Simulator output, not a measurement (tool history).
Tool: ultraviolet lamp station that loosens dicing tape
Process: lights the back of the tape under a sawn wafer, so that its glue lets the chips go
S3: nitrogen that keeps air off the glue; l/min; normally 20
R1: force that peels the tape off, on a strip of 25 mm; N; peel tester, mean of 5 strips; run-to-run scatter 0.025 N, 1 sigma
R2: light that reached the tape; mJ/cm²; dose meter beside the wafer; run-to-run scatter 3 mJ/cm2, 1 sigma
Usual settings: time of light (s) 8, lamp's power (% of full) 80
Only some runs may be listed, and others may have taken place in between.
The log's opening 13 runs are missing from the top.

run 14 hour=236.5 | time_of_light_(s)=8 lamp's_power_(%_of_full)=80 S3=20 | R1=1.216 R2=448
run 15 hour=251 | time_of_light_(s)=8 lamp's_power_(%_of_full)=80 S3=20 | R1=1.262 R2=458
run 16 hour=273.5 | time_of_light_(s)=8 lamp's_power_(%_of_full)=80 S3=20 | R1=1.244 R2=448
run 17 hour=295.6 | time_of_light_(s)=8 lamp's_power_(%_of_full)=80 S3=20 | R1=1.246 R2=453
run 18 hour=318.1 | time_of_light_(s)=8 lamp's_power_(%_of_full)=80 S3=20 | R1=1.277 R2=453
run 19 hour=338.6 | time_of_light_(s)=8 lamp's_power_(%_of_full)=71 S3=20 | R1=1.599 R2=399
run 20 hour=350 | time_of_light_(s)=8 lamp's_power_(%_of_full)=71 S3=20 | R1=1.582 R2=399
run 21 hour=368.6 | time_of_light_(s)=6 lamp's_power_(%_of_full)=62 S3=17 | R1=3.298 R2=264
run 22 hour=390.1 | time_of_light_(s)=12 lamp's_power_(%_of_full)=77 S3=9 | R1=1.008 R2=654
run 23 hour=415.1 | time_of_light_(s)=4 lamp's_power_(%_of_full)=87 S3=9 | R1=4.304 R2=243
run 24 hour=433.5 | time_of_light_(s)=9 lamp's_power_(%_of_full)=83 S3=11 | R1=1.357 R2=526
run 25 hour=444.9 | time_of_light_(s)=15 lamp's_power_(%_of_full)=80 S3=16 | R1=0.318 R2=849
run 26 hour=457 | time_of_light_(s)=15 lamp's_power_(%_of_full)=80 S3=16 | R1=0.32 R2=840
run 27 hour=468 | time_of_light_(s)=13 lamp's_power_(%_of_full)=81 S3=20 | R1=0.376 R2=743
run 28 hour=492.2 | time_of_light_(s)=13 lamp's_power_(%_of_full)=80 S3=38 | R1=0.253 R2=728
run 29 hour=505.2 | time_of_light_(s)=5 lamp's_power_(%_of_full)=67 S3=20 | R1=3.544 R2=233
run 30 hour=524 | time_of_light_(s)=5 lamp's_power_(%_of_full)=94 S3=16 | R1=2.402 R2=332
run 31 hour=545.1 | time_of_light_(s)=12 lamp's_power_(%_of_full)=85 S3=20 | R1=0.412 R2=714
-- hour=553.5 lamp changed
run 32 hour=570.2 | time_of_light_(s)=8 lamp's_power_(%_of_full)=96 S3=15 | R1=1.047 R2=545
run 33 hour=587 | time_of_light_(s)=8 lamp's_power_(%_of_full)=96 S3=15 | R1=1.013 R2=542
run 34 hour=598.1 | time_of_light_(s)=8 lamp's_power_(%_of_full)=96 S3=15 | R1=1.023 R2=548
run 35 hour=616.6 | time_of_light_(s)=9 lamp's_power_(%_of_full)=70 S3=7 | R1=2.432 R2=447
run 36 hour=632.8 | time_of_light_(s)=9 lamp's_power_(%_of_full)=70 S3=7 | R1=2.385 R2=450
run 37 hour=651.1 | time_of_light_(s)=9 lamp's_power_(%_of_full)=70 S3=7 | R1=2.437 R2=444

Consider 5 possible next runs. They are alternatives, not a sequence: every one starts from the tool as it was left by run 37. What does each give?
run A hour=665.7 | time_of_light_(s)=5 lamp's_power_(%_of_full)=96 S3=27 | R1=? R2=?
run B hour=665.7 | time_of_light_(s)=8 lamp's_power_(%_of_full)=62 S3=18 | R1=? R2=?
run C hour=665.7 | time_of_light_(s)=4 lamp's_power_(%_of_full)=89 S3=16 | R1=? R2=?
run D hour=665.7 | time_of_light_(s)=7 lamp's_power_(%_of_full)=69 S3=20 | R1=? R2=?
run E hour=665.7 | time_of_light_(s)=8 lamp's_power_(%_of_full)=80 S3=11 | R1=? R2=?

run=A R1=1.877 R2=342
run=B R1=2.118 R2=349
run=C R1=3.492 R2=255
run=D R1=2.073 R2=342
run=E R1=1.82 R2=453
Take away the tool's hidden state, keep each run's random variation, and the runs would have read:
run=A R1=1.874 R2=342
run=B R1=2.114 R2=349
run=C R1=3.488 R2=255
run=D R1=2.07 R2=342
run=E R1=1.816 R2=454

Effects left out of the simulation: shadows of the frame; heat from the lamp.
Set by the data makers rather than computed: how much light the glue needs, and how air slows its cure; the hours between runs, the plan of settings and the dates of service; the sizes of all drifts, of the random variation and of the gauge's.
